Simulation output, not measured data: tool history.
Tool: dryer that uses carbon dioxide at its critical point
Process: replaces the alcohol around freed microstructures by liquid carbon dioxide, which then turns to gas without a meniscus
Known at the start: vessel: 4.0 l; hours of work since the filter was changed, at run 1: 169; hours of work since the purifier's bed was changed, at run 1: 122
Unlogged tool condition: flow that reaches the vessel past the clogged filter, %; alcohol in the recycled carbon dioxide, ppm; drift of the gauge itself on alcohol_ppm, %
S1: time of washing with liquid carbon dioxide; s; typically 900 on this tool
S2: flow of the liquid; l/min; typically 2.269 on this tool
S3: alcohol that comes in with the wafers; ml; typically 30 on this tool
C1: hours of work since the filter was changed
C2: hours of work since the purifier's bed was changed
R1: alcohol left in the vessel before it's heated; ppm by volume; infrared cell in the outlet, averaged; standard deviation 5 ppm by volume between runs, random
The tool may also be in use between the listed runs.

run 1 hour=0 | S1=900 S2=2.269 S3=30 | C1=169 C2=122 | R1=32
run 2 hour=12.1 | S1=900 S2=2.269 S3=51 | C1=177 C2=130 | R1=33
run 3 hour=20.8 | S1=900 S2=2.269 S3=51 | C1=182 C2=136 | R1=40
run 4 hour=30.3 | S1=900 S2=3.48 S3=30 | C1=189 C2=142 | R1=17
run 5 hour=37.8 | S1=900 S2=2.269 S3=26 | C1=194 C2=147 | R1=37
run 6 hour=44.2 | S1=900 S2=2.269 S3=26 | C1=198 C2=151 | R1=32
run 7 hour=52.7 | S1=900 S2=1.79 S3=30 | C1=203 C2=156 | R1=91
run 8 hour=63.3 | S1=900 S2=2.269 S3=30 | C1=210 C2=163 | R1=36
-- hour=70.3 inlet filter changed
run 9 hour=73.2 | S1=900 S2=2.269 S3=30 | C1=2 C2=169 | R1=28
run 10 hour=83.3 | S1=780 S2=2.269 S3=30 | C1=8 C2=176 | R1=38
run 11 hour=95.3 | S1=1260 S2=2.269 S3=30 | C1=16 C2=183 | R1=21
run 12 hour=105.9 | S1=1260 S2=2.269 S3=30 | C1=23 C2=190 | R1=18
run 13 hour=113 | S1=900 S2=2.64 S3=30 | C1=28 C2=195 | R1=21
run 14 hour=119.4 | S1=900 S2=2.269 S3=30 | C1=32 C2=199 | R1=27
run 15 hour=128.3 | S1=900 S2=2.269 S3=30 | C1=38 C2=205 | R1=30
run 16 hour=136.6 | S1=1020 S2=2.269 S3=30 | C1=43 C2=210 | R1=29
run 17 hour=143.2 | S1=1020 S2=2.269 S3=30 | C1=47 C2=214 | R1=35
run 18 hour=151.5 | S1=1020 S2=2.269 S3=30 | C1=53 C2=220 | R1=36
run 19 hour=164 | S1=1020 S2=2.269 S3=30 | C1=61 C2=228 | R1=43
run 20 hour=176.9 | S1=1020 S2=2.269 S3=30 | C1=69 C2=236 | R1=25
run 21 hour=186.2 | S1=1020 S2=2.269 S3=30 | C1=75 C2=242 | R1=32
run 22 hour=200.6 | S1=840 S2=1.49 S3=30 | C1=85 C2=252 | R1=150
run 23 hour=213.9 | S1=900 S2=2.269 S3=42 | C1=93 C2=260 | R1=52
run 24 hour=226.4 | S1=900 S2=2.78 S3=63 | C1=101 C2=269 | R1=40
run 25 hour=232.8 | S1=900 S2=2.78 S3=63 | C1=106 C2=273 | R1=33
run 26 hour=243.1 | S1=1020 S2=2.78 S3=63 | C1=112 C2=279 | R1=25
run 27 hour=257.5 | S1=1020 S2=2.78 S3=63 | C1=122 C2=289 | R1=41
run 28 hour=267.5 | S1=1020 S2=2.78 S3=63 | C1=128 C2=295 | R1=39
run 29 hour=275.3 | S1=900 S2=2.269 S3=30 | C1=133 C2=300 | R1=46
run 30 hour=289.2 | S1=780 S2=2.17 S3=70 | C1=142 C2=309 | R1=127
run 31 hour=303.8 | S1=780 S2=2.17 S3=70 | C1=152 C2=319 | R1=128
run 32 hour=317.3 | S1=780 S2=2.17 S3=70 | C1=160 C2=328 | R1=135
run 33 hour=331.6 | S1=780 S2=3.66 S3=59 | C1=170 C2=337 | R1=39
run 34 hour=337.8 | S1=780 S2=3.66 S3=59 | C1=174 C2=341 | R1=46
run 35 hour=348.5 | S1=720 S2=2.269 S3=46 | C1=181 C2=348 | R1=122
run 36 hour=356.6 | S1=720 S2=2.269 S3=46 | C1=186 C2=353 | R1=128

Below, some changes in R1 between adjacent runs. For each, the amount present without the hidden state too (settings, incoming material, random variation) and the amount remaining for the hidden state with gauge scatter not shared by both compared results:
Run 21 -> 22: S1 1020 -> 840, S2 2.269 -> 1.49. R1 +118 ppm by volume: hidden state +31, all else +87.
Run 22 -> 23: S1 840 -> 900, S2 1.49 -> 2.269, S3 30 -> 42. R1 -98 ppm by volume: hidden state -25, all else -73.
Run 29 -> 30: S1 900 -> 780, S2 2.269 -> 2.17, S3 30 -> 70. R1 +81 ppm by volume: hidden state +36, all else +45.
Run 32 -> 33: S2 2.17 -> 3.66, S3 70 -> 59. R1 -96 ppm by volume: hidden state -48, all else -48.
Run 34 -> 35: S1 780 -> 720, S2 3.66 -> 2.269, S3 59 -> 46. R1 +76 ppm by volume: hidden state +44, all else +32.
